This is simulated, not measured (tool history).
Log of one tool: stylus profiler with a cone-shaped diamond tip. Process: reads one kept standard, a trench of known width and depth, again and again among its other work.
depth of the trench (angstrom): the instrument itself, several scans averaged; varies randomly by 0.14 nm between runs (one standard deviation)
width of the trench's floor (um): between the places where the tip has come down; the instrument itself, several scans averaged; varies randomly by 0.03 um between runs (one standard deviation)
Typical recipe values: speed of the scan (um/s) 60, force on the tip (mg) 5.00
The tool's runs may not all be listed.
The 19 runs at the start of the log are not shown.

run	hour	speed of the scan (um/s)	force on the tip (mg)	depth of the trench (angstrom)	width of the trench's floor (um)
20	424.7	60	5.00	5077.2	47.01
# hour 445.9: height scale calibrated on a step standard, once more
21	447.6	60	5.00	5056.5	47.02
22	461.3	60	14.26	5113.8	47.06
23	482.9	60	4.15	5050.4	47.04
24	498.3	22	8.30	5079.4	47.12
25	518.6	22	8.30	5080.2	47.15
26	544.9	22	8.30	5078.4	47.11
27	572.2	22	8.30	5080.2	47.19
28	591.5	154	14.07	5112.9	46.96
29	612.3	154	14.07	5114.7	46.95
30	631.8	154	14.07	5115.4	46.94
31	650.0	70	13.78	5113.6	47.11
32	666.6	153	7.29	5075.3	46.78
33	686.9	80	3.29	5042.5	46.89
34	708.0	212	2.77	5040.2	46.47
35	726.7	122	5.00	5056.8	46.88
36	740.7	122	5.00	5058.6	46.84
37	765.3	21	6.68	5073.2	47.09
38	782.6	50	8.54	5084.1	47.02
39	810.8	50	8.54	5085.0	47.01
40	837.4	211	1.78	5031.3	46.35
41	850.4	29	8.48	5086.4	47.06

What will run 42 give?
42	862.7	206	12.21	?	?

For run 42 the tool returned depth of the trench (angstrom) 5107.2, width of the trench's floor (um) 46.86.
Minus the tool's unlogged condition, the same run would have read depth of the trench (angstrom) 5104.8, width of the trench's floor (um) 47.10.
